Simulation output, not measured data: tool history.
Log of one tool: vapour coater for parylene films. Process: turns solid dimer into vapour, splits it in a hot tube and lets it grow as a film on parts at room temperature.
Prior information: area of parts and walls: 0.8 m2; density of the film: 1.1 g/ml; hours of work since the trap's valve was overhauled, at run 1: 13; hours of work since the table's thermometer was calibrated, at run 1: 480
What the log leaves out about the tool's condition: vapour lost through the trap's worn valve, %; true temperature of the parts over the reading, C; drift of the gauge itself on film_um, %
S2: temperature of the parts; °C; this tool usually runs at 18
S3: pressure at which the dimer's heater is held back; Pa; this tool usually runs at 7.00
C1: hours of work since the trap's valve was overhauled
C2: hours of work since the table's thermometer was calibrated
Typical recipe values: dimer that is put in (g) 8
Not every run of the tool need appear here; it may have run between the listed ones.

{"run": 1, "hour": 0.0, "dimer that is put in (g)": 8, "S2": 18, "S3": 7.0, "C1": 13, "C2": 480, "thickness of the film (µm)": 6.76}
{"run": 2, "hour": 27.5, "dimer that is put in (g)": 8, "S2": 18, "S3": 7.0, "C1": 27, "C2": 494, "thickness of the film (µm)": 6.69}
{"run": 3, "hour": 46.2, "dimer that is put in (g)": 4, "S2": 18, "S3": 7.0, "C1": 36, "C2": 503, "thickness of the film (µm)": 3.34}
{"run": 4, "hour": 87.4, "dimer that is put in (g)": 4, "S2": 18, "S3": 7.0, "C1": 57, "C2": 524, "thickness of the film (µm)": 3.25}
{"run": 5, "hour": 117.7, "dimer that is put in (g)": 4, "S2": 18, "S3": 7.0, "C1": 73, "C2": 540, "thickness of the film (µm)": 3.29}
{"run": 6, "hour": 139.5, "dimer that is put in (g)": 4, "S2": 18, "S3": 7.0, "C1": 84, "C2": 551, "thickness of the film (µm)": 3.27}
{"run": 7, "hour": 182.2, "dimer that is put in (g)": 4, "S2": 18, "S3": 7.0, "C1": 106, "C2": 573, "thickness of the film (µm)": 3.23}
{"run": 8, "hour": 201.9, "dimer that is put in (g)": 8, "S2": 18, "S3": 7.0, "C1": 116, "C2": 583, "thickness of the film (µm)": 6.46}
{"run": 9, "hour": 238.0, "dimer that is put in (g)": 8, "S2": 18, "S3": 7.0, "C1": 134, "C2": 601, "thickness of the film (µm)": 6.26}
{"run": 10, "hour": 263.5, "dimer that is put in (g)": 8, "S2": 18, "S3": 7.0, "C1": 147, "C2": 614, "thickness of the film (µm)": 6.39}
{"run": 11, "hour": 292.8, "dimer that is put in (g)": 8, "S2": 18, "S3": 7.0, "C1": 162, "C2": 629, "thickness of the film (µm)": 6.24}
{"run": 12, "hour": 330.5, "dimer that is put in (g)": 10, "S2": 18, "S3": 7.0, "C1": 182, "C2": 649, "thickness of the film (µm)": 7.8}
{"run": 13, "hour": 360.0, "dimer that is put in (g)": 5, "S2": 18, "S3": 7.0, "C1": 197, "C2": 664, "thickness of the film (µm)": 3.83}
{"run": 14, "hour": 381.4, "dimer that is put in (g)": 5, "S2": 18, "S3": 7.0, "C1": 208, "C2": 675, "thickness of the film (µm)": 3.81}
{"hour": 395.1, "done": "trap's valve overhauled"}
{"run": 15, "hour": 414.7, "dimer that is put in (g)": 5, "S2": 18, "S3": 7.0, "C1": 10, "C2": 690, "thickness of the film (µm)": 3.71}
{"run": 16, "hour": 454.4, "dimer that is put in (g)": 10, "S2": 18, "S3": 7.0, "C1": 30, "C2": 710, "thickness of the film (µm)": 7.32}
{"run": 17, "hour": 496.8, "dimer that is put in (g)": 13, "S2": 18, "S3": 7.0, "C1": 52, "C2": 732, "thickness of the film (µm)": 9.47}
{"run": 18, "hour": 522.8, "dimer that is put in (g)": 8, "S2": 16, "S3": 7.0, "C1": 65, "C2": 745, "thickness of the film (µm)": 6.21}
{"hour": 530.7, "done": "trap's valve overhauled, once more"}
{"run": 19, "hour": 555.9, "dimer that is put in (g)": 8, "S2": 16, "S3": 7.0, "C1": 13, "C2": 760, "thickness of the film (µm)": 7.3}
{"run": 20, "hour": 576.1, "dimer that is put in (g)": 8, "S2": 16, "S3": 7.0, "C1": 23, "C2": 770, "thickness of the film (µm)": 7.34}
{"run": 21, "hour": 601.4, "dimer that is put in (g)": 8, "S2": 16, "S3": 7.0, "C1": 36, "C2": 783, "thickness of the film (µm)": 7.17}
{"run": 22, "hour": 636.3, "dimer that is put in (g)": 8, "S2": 16, "S3": 7.0, "C1": 54, "C2": 801, "thickness of the film (µm)": 7.14}
{"run": 23, "hour": 673.6, "dimer that is put in (g)": 8, "S2": 16, "S3": 7.0, "C1": 73, "C2": 820, "thickness of the film (µm)": 6.99}
{"run": 24, "hour": 703.6, "dimer that is put in (g)": 5, "S2": 14, "S3": 2.23, "C1": 88, "C2": 835, "thickness of the film (µm)": 5.22}
{"run": 25, "hour": 737.8, "dimer that is put in (g)": 12, "S2": 10, "S3": 4.33, "C1": 106, "C2": 853, "thickness of the film (µm)": 12.62}
{"run": 26, "hour": 766.8, "dimer that is put in (g)": 12, "S2": 10, "S3": 4.33, "C1": 121, "C2": 868, "thickness of the film (µm)": 12.47}
{"run": 27, "hour": 794.4, "dimer that is put in (g)": 12, "S2": 10, "S3": 4.33, "C1": 135, "C2": 882, "thickness of the film (µm)": 12.73}
{"run": 28, "hour": 814.0, "dimer that is put in (g)": 8, "S2": 12, "S3": 7.0, "C1": 145, "C2": 892, "thickness of the film (µm)": 7.94}
{"run": 29, "hour": 844.7, "dimer that is put in (g)": 8, "S2": 27, "S3": 2.81, "C1": 161, "C2": 908, "thickness of the film (µm)": 5.02}
{"run": 30, "hour": 864.3, "dimer that is put in (g)": 5, "S2": 17, "S3": 2.16, "C1": 171, "C2": 918, "thickness of the film (µm)": 4.61}
{"run": 31, "hour": 901.7, "dimer that is put in (g)": 7, "S2": 13, "S3": 2.47, "C1": 190, "C2": 937, "thickness of the film (µm)": 7.12}
{"run": 32, "hour": 940.2, "dimer that is put in (g)": 4, "S2": 23, "S3": 7.0, "C1": 209, "C2": 956, "thickness of the film (µm)": 2.6}
{"hour": 953.9, "done": "trap's valve overhauled"}
{"run": 33, "hour": 962.0, "dimer that is put in (g)": 5, "S2": 17, "S3": 8.98, "C1": 4, "C2": 966, "thickness of the film (µm)": 4.37}
{"run": 34, "hour": 989.8, "dimer that is put in (g)": 5, "S2": 17, "S3": 8.98, "C1": 18, "C2": 980, "thickness of the film (µm)": 4.22}
{"run": 35, "hour": 1028.9, "dimer that is put in (g)": 5, "S2": 17, "S3": 8.98, "C1": 38, "C2": 1000, "thickness of the film (µm)": 4.21}
{"run": 36, "hour": 1069.7, "dimer that is put in (g)": 8, "S2": 18, "S3": 9.56, "C1": 59, "C2": 1021, "thickness of the film (µm)": 6.54}
{"run": 37, "hour": 1107.8, "dimer that is put in (g)": 4, "S2": 18, "S3": 8.4, "C1": 79, "C2": 1040, "thickness of the film (µm)": 3.24}
{"run": 38, "hour": 1128.6, "dimer that is put in (g)": 4, "S2": 18, "S3": 2.72, "C1": 89, "C2": 1051, "thickness of the film (µm)": 3.57}
{"run": 39, "hour": 1157.6, "dimer that is put in (g)": 7, "S2": 15, "S3": 6.94, "C1": 104, "C2": 1066, "thickness of the film (µm)": 6.34}
{"run": 40, "hour": 1186.3, "dimer that is put in (g)": 7, "S2": 15, "S3": 6.94, "C1": 119, "C2": 1080, "thickness of the film (µm)": 6.21}
{"run": 41, "hour": 1205.3, "dimer that is put in (g)": 7, "S2": 15, "S3": 6.94, "C1": 129, "C2": 1090, "thickness of the film (µm)": 6.23}
{"run": 42, "hour": 1232.8, "dimer that is put in (g)": 10, "S2": 12, "S3": 7.0, "C1": 143, "C2": 1104, "thickness of the film (µm)": 9.85}
{"run": 43, "hour": 1276.6, "dimer that is put in (g)": 8, "S2": 25, "S3": 4.58, "C1": 165, "C2": 1126, "thickness of the film (µm)": 5.21}
{"run": 44, "hour": 1315.5, "dimer that is put in (g)": 8, "S2": 25, "S3": 4.58, "C1": 185, "C2": 1146, "thickness of the film (µm)": 5.08}
{"run": 45, "hour": 1340.9, "dimer that is put in (g)": 8, "S2": 25, "S3": 4.58, "C1": 198, "C2": 1159, "thickness of the film (µm)": 5.08}
{"hour": 1375.1, "done": "trap's valve overhauled"}
{"run": 46, "hour": 1384.3, "dimer that is put in (g)": 12, "S2": 25, "S3": 5.28, "C1": 5, "C2": 1180, "thickness of the film (µm)": 8.29}

What if the next run were any one of these 4? Each begins from the tool's condition after run 46:
{"run": "A", "hour": 1408.3, "dimer that is put in (g)": 4, "S2": 25, "S3": 11.59, "C1": 17, "C2": 1192, "thickness of the film (µm)": "?"}
{"run": "B", "hour": 1408.3, "dimer that is put in (g)": 8, "S2": 11, "S3": 7.0, "C1": 17, "C2": 1192, "thickness of the film (µm)": "?"}
{"run": "C", "hour": 1408.3, "dimer that is put in (g)": 5, "S2": 27, "S3": 7.0, "C1": 17, "C2": 1192, "thickness of the film (µm)": "?"}
{"run": "D", "hour": 1408.3, "dimer that is put in (g)": 8, "S2": 29, "S3": 6.87, "C1": 17, "C2": 1192, "thickness of the film (µm)": "?"}

run=A thickness_of_the_film_(µm)=2.49
run=B thickness_of_the_film_(µm)=8.62
run=C thickness_of_the_film_(µm)=3.12
run=D thickness_of_the_film_(µm)=4.62
Take away the tool's hidden state, keep each run's random variation, and the runs would have read:
run=A thickness_of_the_film_(µm)=2.47
run=B thickness_of_the_film_(µm)=8.53
run=C thickness_of_the_film_(µm)=3.09
run=D thickness_of_the_film_(µm)=4.57
